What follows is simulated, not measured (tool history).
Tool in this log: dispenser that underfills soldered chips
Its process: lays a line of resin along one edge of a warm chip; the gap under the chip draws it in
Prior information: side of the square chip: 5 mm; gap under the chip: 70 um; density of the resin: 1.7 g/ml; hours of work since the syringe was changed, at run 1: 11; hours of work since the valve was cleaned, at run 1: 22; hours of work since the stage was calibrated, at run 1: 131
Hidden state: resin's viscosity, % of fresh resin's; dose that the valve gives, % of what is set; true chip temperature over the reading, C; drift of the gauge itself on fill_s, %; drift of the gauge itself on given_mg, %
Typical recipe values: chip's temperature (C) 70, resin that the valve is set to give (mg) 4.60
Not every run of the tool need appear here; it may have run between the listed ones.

run	hour	chip's temperature (C)	resin that the valve is set to give (mg)	hours of work since the syringe was changed	hours of work since the valve was cleaned	hours of work since the stage was calibrated	time until the resin shows at the far edge (s)	resin that the valve gave (mg)
1	0.0	70	4.60	11	22	131	32.7	4.54
# hour 0.7: new syringe of resin
2	5.5	70	4.60	3	25	135	17.0	4.55
3	10.5	70	4.60	6	28	138	21.9	4.52
4	14.9	60	4.60	9	31	141	39.8	4.51
# hour 18.7: new syringe of resin
5	20.0	60	4.60	1	34	144	19.3	4.47
6	23.9	60	4.60	3	37	146	23.9	4.48
7	30.9	60	4.60	8	41	151	36.0	4.44
8	34.7	65	5.37	10	44	153	37.6	5.23
# hour 36.3: new syringe of resin
9	41.1	65	5.05	3	47	157	19.8	4.84
10	45.2	65	5.05	6	50	160	24.8	4.85
11	50.1	65	5.05	9	53	163	32.7	4.90
# hour 54.2: new syringe of resin
12	57.5	62	4.21	2	58	167	20.0	4.07

Below are 4 alternative next runs, each starting from the tool's condition after run 12. Predict each:
A	64.7	62	4.86	7	62	172	?	?
B	64.7	56	3.92	7	62	172	?	?
C	64.7	70	5.06	7	62	172	?	?
D	64.7	62	5.60	7	62	172	?	?

run	time until the resin shows at the far edge (s)	resin that the valve gave (mg)
A	30.1	4.65
B	38.1	3.75
C	22.0	4.83
D	29.7	5.34
What these runs would have given with no unlogged condition in the tool:
run	time until the resin shows at the far edge (s)	resin that the valve gave (mg)
A	16.7	4.86
B	20.9	3.91
C	12.1	5.05
D	16.4	5.58

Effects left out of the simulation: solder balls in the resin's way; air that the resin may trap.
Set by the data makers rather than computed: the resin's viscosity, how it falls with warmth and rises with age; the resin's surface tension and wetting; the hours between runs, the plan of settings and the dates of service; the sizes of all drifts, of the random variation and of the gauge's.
